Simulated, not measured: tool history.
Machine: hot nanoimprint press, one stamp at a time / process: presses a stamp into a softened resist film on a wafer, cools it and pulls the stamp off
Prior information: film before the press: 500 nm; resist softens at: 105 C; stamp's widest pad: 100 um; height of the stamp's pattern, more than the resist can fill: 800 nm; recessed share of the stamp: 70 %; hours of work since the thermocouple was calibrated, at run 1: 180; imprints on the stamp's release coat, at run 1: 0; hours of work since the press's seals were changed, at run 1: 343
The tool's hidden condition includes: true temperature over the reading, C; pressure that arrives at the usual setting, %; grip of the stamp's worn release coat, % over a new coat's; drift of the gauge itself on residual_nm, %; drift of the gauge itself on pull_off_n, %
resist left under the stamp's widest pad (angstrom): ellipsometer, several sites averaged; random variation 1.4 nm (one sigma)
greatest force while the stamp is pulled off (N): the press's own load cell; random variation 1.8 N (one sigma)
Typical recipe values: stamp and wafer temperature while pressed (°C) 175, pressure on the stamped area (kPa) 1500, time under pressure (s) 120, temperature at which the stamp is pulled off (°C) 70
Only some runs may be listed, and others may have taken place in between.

run   hour  stamp and wafer temperature while pressed (°C)  pressure on the stamped area (kPa)  time under pressure (s)  temperature at which the stamp is pulled off (°C)  hours of work since the thermocouple was calibrated  imprints on the stamp's release coat  hours of work since the press's seals were changed  resist left under the stamp's widest pad (angstrom)  greatest force while the stamp is pulled off (N)
  1      0                                             175                                1500                      120                                                 70                                                  180                                     0                                                 343                                                 2264                                               139
  2   23.1                                             174                                1500                      120                                                 70                                                  190                                    67                                                 352                                                 2390                                               139
  3   49.5                                             174                                1500                      120                                                 70                                                  200                                   144                                                 363                                                 2396                                               137
  4   70.5                                             175                                1500                      120                                                 70                                                  209                                   204                                                 371                                                 2245                                               139
  5   91.6                                             175                                1500                      120                                                 70                                                  217                                   266                                                 380                                                 2298                                               141
  6  118.2                                             175                                1500                      120                                                 70                                                  228                                   343                                                 391                                                 2251                                               145
  7  132.8                                             175                                1500                      120                                                 70                                                  234                                   385                                                 397                                                 2302                                               142
  8  159.2                                             175                                1480                      120                                                 70                                                  245                                   462                                                 407                                                 2298                                               146
  9  180.4                                             175                                1500                      120                                                 70                                                  253                                   523                                                 416                                                 2297                                               148
 10  205.4                                             175                                1500                      120                                                 70                                                  263                                   596                                                 426                                                 2291                                               151
 11  220.8                                             175                                1500                      120                                                 70                                                  270                                   640                                                 432                                                 2305                                               150
 12  236.5                                             175                                1500                      120                                                 70                                                  276                                   686                                                 439                                                 2300                                               154
     246.9  -- stamp cleaned and given a new release coat
 13  268.5                                             175                                1500                      120                                                 70                                                  287                                    62                                                 449                                                 2312                                               140
 14  283.8                                             175                                1500                      120                                                 70                                                  293                                   107                                                 455                                                 2349                                               136
 15  307.3                                             175                                1500                      120                                                 70                                                  302                                   175                                                 465                                                 2311                                               141
 16  328.2                                             168                                1760                      163                                                 64                                                  311                                   235                                                 473                                                 2836                                               144
 17  353.4                                             168                                1650                      163                                                 74                                                  321                                   309                                                 484                                                 2918                                               139
 18  379.4                                             186                                1580                      171                                                 65                                                  331                                   384                                                 494                                                 1068                                               152
 19  402.4                                             182                                1500                       87                                                 70                                                  341                                   451                                                 503                                                 1844                                               149
 20  417.5                                             182                                1500                       78                                                 70                                                  347                                   495                                                 510                                                 1936                                               151
 21  430.5                                             182                                1860                       78                                                 77                                                  352                                   532                                                 515                                                 1765                                               143
 22  458.3                                             182                                 980                      148                                                 77                                                  363                                   613                                                 526                                                 1800                                               145
       464  -- plate thermocouple calibrated
 23  477.1                                             186                                2140                      107                                                 68                                                    5                                   659                                                 532                                                 1071                                               155
     496.4  -- stamp cleaned and given a new release coat
 24  509.2                                             175                                1500                       63                                                 59                                                   16                                    37                                                 543                                                 2740                                               146
 25  538.9                                             175                                1500                       70                                                 76                                                   28                                   124                                                 555                                                 2690                                               131
 26  569.3                                             175                                1500                       70                                                 76                                                   40                                   212                                                 567                                                 2690                                               139
 27  599.4                                             172                                1500                      120                                                 70                                                   52                                   299                                                 580                                                 2598                                               138
 28  623.8                                             171                                 960                      130                                                 58                                                   62                                   370                                                 589                                                 3093                                               153
 29  647.4                                             175                                1420                      120                                                 70                                                   72                                   438                                                 599                                                 2279                                               144

Some steps in resist left under the stamp's widest pad (angstrom) between neighbouring runs. How much of each would the tool show without its hidden state too (settings, what came in, random variation), and how much is left for the hidden state, with any gauge scatter that isn't in both results?
Run 17 -> 18: stamp and wafer temperature while pressed (°C) 168 -> 186, pressure on the stamped area (kPa) 1650 -> 1580, time under pressure (s) 163 -> 171, temperature at which the stamp is pulled off (°C) 74 -> 65. resist left under the stamp's widest pad (angstrom) -1850: hidden state -129, all else -1721.
Run 22 -> 23: stamp and wafer temperature while pressed (°C) 182 -> 186, pressure on the stamped area (kPa) 980 -> 2140, time under pressure (s) 148 -> 107, temperature at which the stamp is pulled off (°C) 77 -> 68, plate thermocouple calibrated. resist left under the stamp's widest pad (angstrom) -729: hidden state -133, all else -596.
Run 23 -> 24: stamp and wafer temperature while pressed (°C) 186 -> 175, pressure on the stamped area (kPa) 2140 -> 1500, time under pressure (s) 107 -> 63, temperature at which the stamp is pulled off (°C) 68 -> 59, stamp cleaned and given a new release coat. resist left under the stamp's widest pad (angstrom) +1669: hidden state +19, all else +1650.
